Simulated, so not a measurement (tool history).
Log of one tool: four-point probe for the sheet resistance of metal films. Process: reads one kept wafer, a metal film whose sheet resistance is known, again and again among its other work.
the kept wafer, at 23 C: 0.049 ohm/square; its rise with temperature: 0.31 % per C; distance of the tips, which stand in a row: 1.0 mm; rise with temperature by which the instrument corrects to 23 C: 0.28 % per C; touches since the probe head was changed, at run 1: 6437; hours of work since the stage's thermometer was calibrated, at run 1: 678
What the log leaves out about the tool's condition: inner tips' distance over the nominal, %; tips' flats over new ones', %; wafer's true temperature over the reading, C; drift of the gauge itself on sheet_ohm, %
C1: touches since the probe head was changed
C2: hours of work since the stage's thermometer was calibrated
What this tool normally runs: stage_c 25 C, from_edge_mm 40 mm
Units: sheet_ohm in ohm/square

Run 1, day 0.000: usual settings; C1 6437; C2 678. Result: sheet_ohm 0.049095 ohm/square.
Run 2, day 0.650: usual settings; C1 6710; C2 685. Result: sheet_ohm 0.049103 ohm/square.
Run 3, day 1.508: usual settings but stage_c 29 C; C1 7068; C2 693. Result: sheet_ohm 0.049171 ohm/square.
Run 4, day 2.096: usual settings but stage_c 29 C; C1 7315; C2 699. Result: sheet_ohm 0.049180 ohm/square.
Run 5, day 2.683: usual settings but stage_c 29 C; C1 7562; C2 705. Result: sheet_ohm 0.049167 ohm/square.
Run 6, day 3.488: usual settings but stage_c 27 C; C1 7899; C2 713. Result: sheet_ohm 0.049150 ohm/square.
Run 7, day 4.225: usual settings but stage_c 27 C; C1 8208; C2 720. Result: sheet_ohm 0.049142 ohm/square.
Run 8, day 5.004: usual settings but stage_c 27 C; C1 8535; C2 728. Result: sheet_ohm 0.049136 ohm/square.
Run 9, day 5.375: usual settings; C1 8690; C2 732. Result: sheet_ohm 0.049121 ohm/square.
Run 10, day 5.979: usual settings; C1 8943; C2 738. Result: sheet_ohm 0.049117 ohm/square.
Run 11, day 6.408: usual settings; C1 9124; C2 742. Result: sheet_ohm 0.049108 ohm/square.
Run 12, day 7.196: usual settings; C1 9454; C2 750. Result: sheet_ohm 0.049105 ohm/square.
Run 13, day 8.033: usual settings; C1 9805; C2 758. Result: sheet_ohm 0.049121 ohm/square.
Run 14, day 8.417: usual settings; C1 9965; C2 762. Result: sheet_ohm 0.049128 ohm/square.
Run 15, day 8.896: usual settings; C1 10166; C2 766. Result: sheet_ohm 0.049117 ohm/square.
At day 8.954: stage's thermometer calibrated.
Run 16, day 9.488: usual settings; C1 10406; C2 5. Result: sheet_ohm 0.049087 ohm/square.
Run 17, day 10.004: usual settings but stage_c 34 C, from_edge_mm 12 mm; C1 10622; C2 10. Result: sheet_ohm 0.049366 ohm/square.
Run 18, day 10.575: usual settings but stage_c 29 C, from_edge_mm 55 mm; C1 10861; C2 16. Result: sheet_ohm 0.049168 ohm/square.
Run 19, day 11.225: usual settings but stage_c 20 C, from_edge_mm 69 mm; C1 11133; C2 22. Result: sheet_ohm 0.049000 ohm/square.

What does the tool deliver on the next run?
Run 20, day 12.088: usual settings but stage_c 20 C, from_edge_mm 9 mm; C1 11495; C2 31. Result: sheet_ohm ?.

{"run 20": {"sheet_ohm": 0.049321}}
Without the tool's hidden state the same run would have given sheet_ohm 0.049271 ohm/square.

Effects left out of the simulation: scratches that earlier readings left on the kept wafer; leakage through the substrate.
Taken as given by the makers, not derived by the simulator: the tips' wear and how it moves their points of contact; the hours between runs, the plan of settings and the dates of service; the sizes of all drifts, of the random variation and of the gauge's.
